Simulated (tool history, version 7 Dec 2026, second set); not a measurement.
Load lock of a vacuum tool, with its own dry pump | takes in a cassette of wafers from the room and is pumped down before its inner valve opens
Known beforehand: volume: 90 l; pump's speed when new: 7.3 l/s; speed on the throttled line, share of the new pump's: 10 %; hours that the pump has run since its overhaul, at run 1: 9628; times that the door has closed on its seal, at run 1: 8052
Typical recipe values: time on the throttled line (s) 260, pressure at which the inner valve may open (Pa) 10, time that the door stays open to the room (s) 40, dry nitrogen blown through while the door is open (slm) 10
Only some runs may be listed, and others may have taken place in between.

run    hour  time on the throttled line (s)  pressure at which the inner valve may open (Pa)  time that the door stays open to the room (s)  dry nitrogen blown through while the door is open (slm)  hours that the pump has run since its overhaul  times that the door has closed on its seal  incoming humidity of the room's air, %  time from the closed door until the inner valve may open (s)  rise of the pressure with all valves shut (Pa/min)
  1     0.0                             260                                               10                                             40                                                       10                                            9628                                        8052                                    47.3                                                         353.4                                               0.030
  2   268.0                             260                                               10                                             40                                                       10                                            9896                                        8381                                    45.3                                                         351.2                                               0.024
  3   417.3                             260                                               10                                             40                                                       10                                           10045                                        8565                                    42.4                                                         351.8                                               0.042
  4   667.2                             260                                               10                                             40                                                       10                                           10295                                        8872                                    48.0                                                         351.3                                               0.038
  5   982.1                             260                                               10                                             40                                                       10                                           10610                                        9260                                    42.3                                                         353.4                                               0.029
  6  1208.5                             260                                               10                                             40                                                       10                                           10836                                        9538                                    43.4                                                         350.2                                               0.031
  7  1427.0                             260                                               13                                             40                                                       10                                           11055                                        9807                                    46.3                                                         348.4                                               0.031
  8  1743.9                             260                                               13                                             40                                                       10                                           11372                                       10196                                    46.4                                                         348.4                                               0.031
  9  2011.3                             260                                               13                                             40                                                       10                                           11639                                       10525                                    46.9                                                         352.8                                               0.033
 10  2236.3                             260                                               13                                             40                                                       39                                           11864                                       10802                                    45.9                                                         349.8                                               0.024
 11  2538.5                             260                                               10                                             40                                                       10                                           12166                                       11174                                    45.7                                                         353.8                                               0.038
 12  2685.1                             260                                               10                                            191                                                       10                                           12313                                       11354                                    43.4                                                         348.3                                               0.050
 13  2930.9                             260                                               10                                            191                                                       10                                           12559                                       11656                                    45.5                                                         353.6                                               0.054
 14  3265.9                             260                                               10                                             40                                                       35                                           12894                                       12068                                    46.2                                                         353.5                                               0.033
 15  3523.9                             260                                                7                                             40                                                       27                                           13152                                       12385                                    45.3                                                         357.6                                               0.029
 16  3756.8                             167                                               18                                             28                                                        7                                           13385                                       12672                                    47.2                                                         263.6                                               0.037
 17  4001.3                             167                                               18                                             28                                                        7                                           13629                                       12973                                    47.3                                                         263.8                                               0.035
 18  4165.7                             167                                               18                                             28                                                        7                                           13793                                       13175                                    43.1                                                         264.6                                               0.041
 19  4475.6                             309                                               18                                             85                                                        7                                           14103                                       13556                                    42.0                                                         393.1                                               0.052
 20  4710.8                             309                                               18                                             85                                                        7                                           14339                                       13845                                    48.6                                                         387.4                                               0.049
 21  5010.8                             309                                               18                                             85                                                        7                                           14639                                       14214                                    46.6                                                         389.8                                               0.056
 22  5244.1                             309                                               18                                             85                                                        7                                           14872                                       14501                                    46.0                                                         389.0                                               0.061
 23  5532.9                             260                                               10                                             88                                                       34                                           15161                                       14856                                    46.0                                                         357.0                                               0.037
 24  5799.7                             511                                               11                                             48                                                        7                                           15427                                       15184                                    44.6                                                         580.6                                               0.055
 25  6084.2                             416                                               11                                             41                                                        7                                           15712                                       15534                                    46.9                                                         489.9                                               0.052
 26  6403.1                             134                                               10                                             40                                                        6                                           16031                                       15926                                    39.9                                                         242.4                                               0.053
 27  6671.2                             134                                               10                                             40                                                        6                                           16299                                       16256                                    46.6                                                         244.8                                               0.052
 28  6985.2                             134                                               10                                             40                                                        6                                           16613                                       16642                                    45.4                                                         241.1                                               0.056

Consider 3 possible next runs. They are alternatives, not a sequence: every one starts from the tool as it was left by run 28. What does each give?
  A  7187.5                             495                                               10                                             40                                                       10                                           16815                                       16891                                    44.6                                                             ?                                                   ?
  B  7187.5                             134                                               16                                            151                                                        6                                           16815                                       16891                                    48.5                                                             ?                                                   ?
  C  7187.5                             260                                               10                                             56                                                       10                                           16815                                       16891                                    47.4                                                             ?                                                   ?

run  time from the closed door until the inner valve may open (s)  rise of the pressure with all valves shut (Pa/min)
  A                                                         562.7                                               0.051
  B                                                         236.5                                               0.077
  C                                                         356.8                                               0.056
With no hidden state in the tool, these same runs would have given:
run  time from the closed door until the inner valve may open (s)  rise of the pressure with all valves shut (Pa/min)
  A                                                         557.3                                               0.014
  B                                                         228.4                                               0.040
  C                                                         349.0                                               0.019

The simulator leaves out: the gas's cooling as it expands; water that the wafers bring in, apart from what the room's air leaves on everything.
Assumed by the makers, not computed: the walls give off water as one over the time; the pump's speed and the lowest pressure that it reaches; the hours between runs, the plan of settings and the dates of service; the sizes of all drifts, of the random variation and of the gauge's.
